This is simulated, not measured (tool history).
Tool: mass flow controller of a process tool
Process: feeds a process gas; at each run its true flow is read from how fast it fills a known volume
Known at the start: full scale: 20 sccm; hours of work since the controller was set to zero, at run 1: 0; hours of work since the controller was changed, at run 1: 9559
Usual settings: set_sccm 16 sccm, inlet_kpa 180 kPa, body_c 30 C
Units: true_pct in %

| run | day | set_sccm | inlet_kpa | body_c | hours of work since the controller was set to zero | hours of work since the controller was changed | true_pct |
|---|---|---|---|---|---|---|---|
| 1 | 0 | 16 | 180 | 30 | 0 | 9559 | 97.28 |
| 2 | 10.692 | 16 | 240 | 30 | 149 | 9708 | 97.76 |
| 3 | 30.529 | 16 | 240 | 30 | 426 | 9985 | 97.76 |
| 4 | 47.608 | 16 | 180 | 24 | 664 | 10223 | 97.54 |
| 5 | 58.004 | 16 | 180 | 24 | 809 | 10368 | 97.44 |
| 6 | 71.088 | 16 | 246 | 24 | 992 | 10551 | 97.96 |
| 7 | 85.354 | 16 | 180 | 30 | 1191 | 10750 | 97.34 |
| 8 | 98.712 | 16 | 180 | 30 | 1378 | 10937 | 97.28 |
| 9 | 113.383 | 19 | 180 | 30 | 1582 | 11141 | 97.66 |
| 10 | 130.571 | 19 | 180 | 30 | 1822 | 11381 | 97.6 |
| 11 | 147.604 | 19 | 180 | 30 | 2060 | 11619 | 97.57 |
| 12 | 161.412 | 19 | 180 | 30 | 2253 | 11812 | 97.66 |
| 13 | 170.675 | 16 | 180 | 33 | 2382 | 11941 | 96.97 |
| 14 | 186.971 | 16 | 180 | 30 | 2609 | 12168 | 97.23 |
| 15 | 205.308 | 16 | 180 | 22 | 2865 | 12424 | 97.44 |
| 16 | 218.729 | 16 | 180 | 22 | 3053 | 12612 | 97.56 |
| 17 | 234.762 | 16 | 180 | 22 | 3276 | 12835 | 97.44 |
| 18 | 245.579 | 16 | 180 | 22 | 3427 | 12986 | 97.49 |
| 19 | 258.288 | 5 | 180 | 30 | 3605 | 13164 | 97.02 |
| 20 | 267.433 | 11 | 152 | 30 | 3732 | 13291 | 96.49 |
| 21 | 278.933 | 9 | 197 | 30 | 3893 | 13452 | 96.95 |
| 22 | 290.383 | 2 | 156 | 38 | 4053 | 13611 | 100.53 |
|  | 302.558 | controller exchanged for a calibrated one |
| 23 | 310.279 | 2 | 156 | 38 | 108 | 108 | 97.12 |
| 24 | 323.321 | 2 | 156 | 38 | 290 | 290 | 97.38 |
| 25 | 340.7 | 20 | 165 | 27 | 532 | 532 | 99.87 |
| 26 | 360.612 | 6 | 256 | 30 | 810 | 810 | 98.74 |
| 27 | 375.479 | 5 | 235 | 21 | 1018 | 1018 | 99.01 |
| 28 | 384.425 | 9 | 180 | 21 | 1143 | 1143 | 98.86 |
| 29 | 397.092 | 6 | 219 | 30 | 1319 | 1319 | 98.76 |
| 30 | 415.258 | 6 | 219 | 30 | 1573 | 1573 | 98.71 |
| 31 | 434.875 | 7 | 229 | 21 | 1847 | 1847 | 99.15 |
| 32 | 449.471 | 5 | 252 | 30 | 2050 | 2050 | 99.37 |
| 33 | 463.279 | 16 | 180 | 39 | 2243 | 2243 | 99.05 |

Forecast each of these 5 alternatives for the next run:
| A | 480.138 | 16 | 180 | 24 | 2478 | 2478 | ? |
| B | 480.138 | 12 | 180 | 30 | 2478 | 2478 | ? |
| C | 480.138 | 4 | 165 | 26 | 2478 | 2478 | ? |
| D | 480.138 | 4 | 180 | 30 | 2478 | 2478 | ? |
| E | 480.138 | 6 | 180 | 23 | 2478 | 2478 | ? |

| run | true_pct |
|---|---|
| A | 99.72 |
| B | 99.01 |
| C | 99.26 |
| D | 99.1 |
| E | 99.02 |
Without the tool's hidden state the same runs would have given:
| run | true_pct |
|---|---|
| A | 99.35 |
| B | 98.46 |
| C | 97.24 |
| D | 97.08 |
| E | 97.73 |
